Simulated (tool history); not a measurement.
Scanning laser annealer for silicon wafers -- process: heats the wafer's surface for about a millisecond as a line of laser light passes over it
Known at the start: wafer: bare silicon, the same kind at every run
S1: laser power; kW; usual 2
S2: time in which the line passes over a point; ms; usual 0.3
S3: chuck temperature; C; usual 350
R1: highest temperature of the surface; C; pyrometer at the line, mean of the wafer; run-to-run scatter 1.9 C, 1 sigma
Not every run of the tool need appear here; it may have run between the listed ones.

run	day	S1	S2	S3	R1
1	0	2	0.3	350	1130
2	0.8	2	0.3	355	1135
3	2.071	2.032	0.3	355	1145
4	3.333	2.032	0.3	355	1150
5	4.533	2.032	0.3	355	1148
# day 5.212: optics aligned, line set to its width
6	5.479	2.032	0.3	355	1140
7	6.342	2	0.3	350	1122
8	7.233	2	0.3	350	1120
9	7.946	2	0.3	350	1121
10	9.071	2	0.3	350	1115
# day 10.612: optics aligned, line set to its width, once more
11	10.654	2	0.3	350	1128
12	11.788	2	0.3	350	1126
13	13.142	2	0.3	350	1129
14	14.004	2	0.3	350	1126
15	14.692	2	0.3	350	1126
16	15.638	2	0.216	340	997
17	16.925	2	0.216	340	995
18	18.229	2	0.216	340	995
19	19.121	1.754	0.281	361	1005
20	20.396	1.754	0.281	361	1001
21	21.558	2.036	0.295	334	1118
22	22.767	2	0.22	350	1010
23	24.242	2	0.22	350	1008
24	24.975	1.987	0.229	350	1018

Run 25 comes next. What will it give?
# day 25.55: window over the wafer cleaned
25	26.446	2.184	0.376	328	?

Run 25 produced R1 1330 C.
With the hidden condition absent and the run-to-run variation left alone, this run would have shown R1 1342 C.
